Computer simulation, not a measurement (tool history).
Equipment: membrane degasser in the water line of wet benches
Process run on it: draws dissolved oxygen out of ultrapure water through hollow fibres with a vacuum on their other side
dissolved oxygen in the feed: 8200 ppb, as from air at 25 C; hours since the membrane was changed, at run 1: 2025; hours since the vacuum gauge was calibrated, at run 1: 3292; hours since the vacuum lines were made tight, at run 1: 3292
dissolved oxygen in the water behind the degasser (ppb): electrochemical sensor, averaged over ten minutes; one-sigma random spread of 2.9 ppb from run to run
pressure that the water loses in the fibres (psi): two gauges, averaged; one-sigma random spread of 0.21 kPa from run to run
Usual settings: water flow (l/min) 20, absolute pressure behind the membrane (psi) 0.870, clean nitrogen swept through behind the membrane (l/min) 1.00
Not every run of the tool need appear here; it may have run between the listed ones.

run,hour,water flow (l/min),absolute pressure behind the membrane (psi),clean nitrogen swept through behind the membrane (l/min),hours since the membrane was changed,hours since the vacuum gauge was calibrated,hours since the vacuum lines were made tight,dissolved oxygen in the water behind the degasser (ppb),pressure that the water loses in the fibres (psi)
1,0.0,20,0.870,1.00,2025,3292,3292,300.3,8.332
2,37.5,20,0.870,0.97,2063,3330,3330,296.7,8.309
3,64.9,20,0.994,1.00,2090,3357,3357,336.8,8.356
4,101.8,20,0.994,2.14,2127,3394,3394,256.9,8.290
5,138.9,20,0.994,2.14,2164,3431,3431,256.1,8.315
6,166.1,20,0.994,2.14,2191,3458,3458,254.6,8.247
7,208.8,20,0.870,1.00,2234,3501,3501,294.9,8.253
8,264.5,20,0.870,1.00,2290,3557,3557,299.1,8.267
9,321.4,16,0.590,1.00,2347,3614,3614,150.6,6.640
10,353.1,22,0.590,2.85,2378,3645,3645,225.3,9.188
# hour 356.5: vacuum gauge calibrated
11,381.1,22,0.590,2.85,2406,25,3673,226.8,9.120
12,407.8,18,1.156,1.29,2433,51,3699,299.7,7.497
13,437.3,18,1.156,1.29,2462,81,3729,295.4,7.449
14,465.2,20,1.069,1.74,2490,109,3757,286.8,8.283
15,517.1,31,1.765,0.44,2542,161,3809,1304.9,12.903
16,568.9,26,0.540,1.00,2594,212,3861,310.7,10.789

Alternative continuations, all from the tool just after run 16; predict every row:
A,602.5,20,0.574,0.65,2627,246,3894,?,?
B,602.5,28,1.561,0.47,2627,246,3894,?,?
C,602.5,19,0.540,0.51,2627,246,3894,?,?
D,602.5,14,0.809,1.00,2627,246,3894,?,?
E,602.5,30,0.670,1.00,2627,246,3894,?,?

run,dissolved oxygen in the water behind the degasser (ppb),pressure that the water loses in the fibres (psi)
A,230.1,8.295
B,1050.0,11.718
C,206.9,7.913
D,168.4,5.767
E,437.8,12.501
Without the tool's unlogged condition, the same runs would have read:
run,dissolved oxygen in the water behind the degasser (ppb),pressure that the water loses in the fibres (psi)
A,215.3,8.234
B,1031.3,11.631
C,190.6,7.855
D,159.0,5.725
E,420.5,12.408

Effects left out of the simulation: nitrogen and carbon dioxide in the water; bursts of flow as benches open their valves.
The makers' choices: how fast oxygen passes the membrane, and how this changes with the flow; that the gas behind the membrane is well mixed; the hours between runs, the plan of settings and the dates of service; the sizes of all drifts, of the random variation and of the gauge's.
